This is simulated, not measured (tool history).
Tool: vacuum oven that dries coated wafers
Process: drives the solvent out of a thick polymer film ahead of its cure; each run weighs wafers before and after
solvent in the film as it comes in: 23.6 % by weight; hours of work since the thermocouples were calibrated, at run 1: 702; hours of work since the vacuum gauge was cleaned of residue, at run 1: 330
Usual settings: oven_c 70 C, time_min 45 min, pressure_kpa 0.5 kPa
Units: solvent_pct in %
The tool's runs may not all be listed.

run	day	oven_c	time_min	pressure_kpa	hours of work since the thermocouples were calibrated	hours of work since the vacuum gauge was cleaned of residue	solvent_pct
1	0	70	45	0.5	702	330	4.32
2	3.329	70	45	1.291	749	377	4.62
# day 4.054: oven's thermocouples calibrated
3	5.112	70	45	1.291	15	401	5.2
4	7.246	70	45	1.291	45	431	5.18
5	9.575	70	45	1.291	78	464	5.13
6	11.538	70	45	1.291	105	492	5.18
7	13.35	70	45	0.5	131	517	4.81
8	16.254	70	45	0.5	172	558	4.83
9	20.042	70	45	0.5	225	612	4.76
10	22.625	80	80	1.603	262	648	0.83
11	24.492	59	45	0.5	288	674	8.62
12	26.625	59	45	0.5	318	704	8.79
13	30.3	59	45	0.5	370	756	8.62
14	32.125	70	49	1.058	396	782	4.37
15	35.692	70	49	1.058	446	832	4.33

3 ways to go on from here, each from the tool as it stands after run 15. What would each give?
A	38.775	70	49	0.32	490	876	?
B	38.775	70	45	0.441	490	876	?
C	38.775	72	45	0.332	490	876	?

run	solvent_pct
A	4.06
B	4.62
C	3.96
Without the tool's hidden state the same runs would have given:
run	solvent_pct
A	4.3
B	4.88
C	4.2

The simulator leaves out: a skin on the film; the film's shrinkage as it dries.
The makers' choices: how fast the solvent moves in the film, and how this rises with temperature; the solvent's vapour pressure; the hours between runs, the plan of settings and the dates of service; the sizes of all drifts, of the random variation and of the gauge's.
